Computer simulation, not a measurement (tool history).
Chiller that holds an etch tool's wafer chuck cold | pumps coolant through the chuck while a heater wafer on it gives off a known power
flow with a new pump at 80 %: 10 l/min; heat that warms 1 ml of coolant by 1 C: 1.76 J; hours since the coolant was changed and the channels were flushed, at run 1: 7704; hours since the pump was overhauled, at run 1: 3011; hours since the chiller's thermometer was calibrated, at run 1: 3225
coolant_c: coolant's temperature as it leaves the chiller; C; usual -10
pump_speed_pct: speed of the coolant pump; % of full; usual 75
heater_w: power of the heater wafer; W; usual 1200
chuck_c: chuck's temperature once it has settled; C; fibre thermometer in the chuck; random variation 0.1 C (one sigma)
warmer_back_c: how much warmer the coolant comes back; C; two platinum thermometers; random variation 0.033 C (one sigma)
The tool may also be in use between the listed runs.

run	day	coolant_c	pump_speed_pct	heater_w	hours since the coolant was changed and the channels were flushed	hours since the pump was overhauled	hours since the chiller's thermometer was calibrated	chuck_c	warmer_back_c
1	0	-10	75	1200	7704	3011	3225	4.2	4.53
2	4.208	-10	75	1200	7805	3112	3326	4.3	4.54
# day 7.662: chiller's thermometer calibrated
3	10.562	-13	75	1200	7956	3264	70	1.3	4.54
4	15.462	-4	75	1200	8074	3381	187	10.6	4.54
5	21.8	-8	75	1200	8226	3533	339	6.6	4.57
6	29.508	-8	75	1200	8411	3718	524	6.4	4.57
7	34.108	-10	75	1200	8521	3829	635	4.7	4.58
8	40.879	-10	75	1200	8684	3991	797	4.7	4.53
9	47.162	-10	75	1200	8835	4142	948	4.9	4.54
# day 47.871: coolant pump overhauled
10	53.596	-10	75	1200	8984	137	1097	5.2	4.78
11	59.329	-10	75	944	9122	275	1235	2	3.74
12	65.546	-10	75	1200	9271	424	1384	5.2	4.79
# day 68.762: coolant changed, channels flushed
13	71.621	-10	75	1200	69	564	1524	3.2	4.82
14	78.621	-10	75	1200	237	732	1692	3.3	4.85
15	86.4	-10	75	1200	423	919	1879	3.3	4.81
16	90.912	-10	75	1200	532	1027	1987	3.4	4.8
# day 93.875: coolant pump overhauled, once more
17	96.733	-8	64	1200	666	69	2122	6.3	5.16
18	101.425	-17	74	1752	779	181	2234	1.4	6.54
19	109.071	-7	96	1752	962	365	2418	7.4	5.01
20	112.6	-7	69	912	1047	449	2503	3.2	3.64
21	118.962	-7	69	912	1200	602	2655	3.2	3.68
22	122.762	-7	69	912	1291	693	2746	3.3	3.61
23	130.088	-7	83	793	1467	869	2922	0.7	2.64
24	135.742	-14	75	1200	1603	1005	3058	-1.4	4.48
25	140.575	-12	68	1717	1719	1121	3174	7.6	7.05
26	145.767	-9	65	949	1843	1245	3298	2.4	4.09
# day 150.321: chiller's thermometer calibrated
27	152.179	-9	76	949	1996	1398	45	1	3.49
28	155.896	-9	76	949	2085	1488	134	1	3.5
29	161.242	-3	92	1266	2213	1616	262	8.3	3.87
30	166.946	-3	92	1266	2350	1753	399	8.4	3.86
31	171.317	-3	63	807	2455	1858	504	7.3	3.63

What if the next run were any one of these 4? Each begins from the tool's condition after run 31:
A	178.1	-15	78	807	2618	2020	667	?	?
B	178.1	-10	96	1200	2618	2020	667	?	?
C	178.1	-3	70	807	2618	2020	667	?	?
D	178.1	0	96	933	2618	2020	667	?	?

run	chuck_c	warmer_back_c
A	-6.6	3
B	0.4	3.5
C	6.2	3.26
D	8.1	2.77
What these runs would have given with no unlogged condition in the tool:
run	chuck_c	warmer_back_c
A	-7.1	2.9
B	-0.3	3.39
C	5.6	3.15
D	7.6	2.68

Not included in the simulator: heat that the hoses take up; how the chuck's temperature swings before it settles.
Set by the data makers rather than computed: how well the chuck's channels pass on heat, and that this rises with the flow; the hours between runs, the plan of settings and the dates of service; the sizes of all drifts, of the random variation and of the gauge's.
